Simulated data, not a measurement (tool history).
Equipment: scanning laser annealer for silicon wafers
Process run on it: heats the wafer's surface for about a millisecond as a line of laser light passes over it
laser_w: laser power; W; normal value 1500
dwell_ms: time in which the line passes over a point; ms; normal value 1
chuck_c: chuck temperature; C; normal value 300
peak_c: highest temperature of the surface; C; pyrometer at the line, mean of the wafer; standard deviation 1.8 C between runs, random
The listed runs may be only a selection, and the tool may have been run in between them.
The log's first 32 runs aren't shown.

run      day  laser_w  dwell_ms  chuck_c  hours of work since the window was cleaned  hours of work since the power meter was calibrated  hours of work since the optics were aligned  peak_c
 33    97.65     1621      1.11      300                                         262                                                2748                                          667    1135
 34  100.812     1500      1.05      274                                         297                                                2783                                          702    1008
 35  104.538     1563      0.99      300                                         339                                                2825                                          744    1053
 36  108.571     1563      0.99      300                                         384                                                2870                                          789    1052
 37    110.6     1563      0.99      300                                         407                                                2893                                          812    1054
     112.233  -- window over the wafer cleaned
 38  112.838     1588       0.9      326                                           7                                                2917                                          836    1062
 39  115.042     1500       0.8      318                                          32                                                2942                                          861     967
 40   117.95     1500      1.17      300                                          64                                                2975                                          894    1077
     120.271  -- optics aligned, line set to its width
 41  120.654     1500      1.17      300                                          92                                                3003                                            4    1075
 42  122.783     1299         1      271                                         116                                                3027                                           28     869

Here are 3 independent what-if runs from the current tool condition. What would each one return?
  A  126.162     1396      0.72      271                                         154                                                3065                                           66       ?
  B  126.162     1439      0.93      332                                         154                                                3065                                           66       ?
  C  126.162     1627      1.08      302                                         154                                                3065                                           66       ?

run  peak_c
  A     834
  B     992
  C    1128
The same runs, with their run-to-run variation unchanged, on a tool lacking any hidden condition would have given:
run  peak_c
  A     835
  B     992
  C    1128
